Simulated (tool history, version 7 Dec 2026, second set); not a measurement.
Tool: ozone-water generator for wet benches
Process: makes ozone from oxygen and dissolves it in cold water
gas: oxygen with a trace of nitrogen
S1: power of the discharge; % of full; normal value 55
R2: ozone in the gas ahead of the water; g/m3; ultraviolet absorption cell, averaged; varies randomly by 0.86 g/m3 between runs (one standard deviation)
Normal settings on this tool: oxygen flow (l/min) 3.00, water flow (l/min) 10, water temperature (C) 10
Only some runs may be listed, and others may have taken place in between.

{"run": 1, "hour": 0.0, "S1": 55, "oxygen flow (l/min)": 3.0, "water flow (l/min)": 10, "water temperature (C)": 10, "dissolved ozone (ppm)": 18.6, "R2": 131.7}
{"run": 2, "hour": 93.9, "S1": 55, "oxygen flow (l/min)": 3.0, "water flow (l/min)": 10, "water temperature (C)": 10, "dissolved ozone (ppm)": 18.5, "R2": 130.9}
{"run": 3, "hour": 166.8, "S1": 55, "oxygen flow (l/min)": 3.0, "water flow (l/min)": 10, "water temperature (C)": 10, "dissolved ozone (ppm)": 18.2, "R2": 132.5}
{"run": 4, "hour": 271.3, "S1": 55, "oxygen flow (l/min)": 3.92, "water flow (l/min)": 10, "water temperature (C)": 10, "dissolved ozone (ppm)": 18.5, "R2": 115.7}
{"run": 5, "hour": 373.3, "S1": 55, "oxygen flow (l/min)": 3.92, "water flow (l/min)": 10, "water temperature (C)": 10, "dissolved ozone (ppm)": 18.5, "R2": 115.2}
{"run": 6, "hour": 460.1, "S1": 55, "oxygen flow (l/min)": 3.92, "water flow (l/min)": 10, "water temperature (C)": 17, "dissolved ozone (ppm)": 16.4, "R2": 114.7}
{"run": 7, "hour": 552.0, "S1": 55, "oxygen flow (l/min)": 3.92, "water flow (l/min)": 10, "water temperature (C)": 17, "dissolved ozone (ppm)": 16.5, "R2": 114.6}
{"hour": 559.5, "done": "water thermometer calibrated"}
{"run": 8, "hour": 631.5, "S1": 55, "oxygen flow (l/min)": 3.92, "water flow (l/min)": 10, "water temperature (C)": 17, "dissolved ozone (ppm)": 16.5, "R2": 113.7}
{"hour": 727.3, "done": "water thermometer calibrated, once more"}
{"run": 9, "hour": 739.9, "S1": 55, "oxygen flow (l/min)": 3.92, "water flow (l/min)": 10, "water temperature (C)": 17, "dissolved ozone (ppm)": 16.1, "R2": 114.3}
{"run": 10, "hour": 826.9, "S1": 55, "oxygen flow (l/min)": 3.0, "water flow (l/min)": 10, "water temperature (C)": 18, "dissolved ozone (ppm)": 16.1, "R2": 129.2}

Expected results for the next run?
{"run": 11, "hour": 914.5, "S1": 49, "oxygen flow (l/min)": 3.0, "water flow (l/min)": 10, "water temperature (C)": 18, "dissolved ozone (ppm)": "?", "R2": "?"}

{"run 11": {"dissolved ozone (ppm)": 14.8, "R2": 122.2}}
Had the tool carried no hidden state, the very same run would have given dissolved ozone (ppm) 16.2, R2 131.7 g/m3.
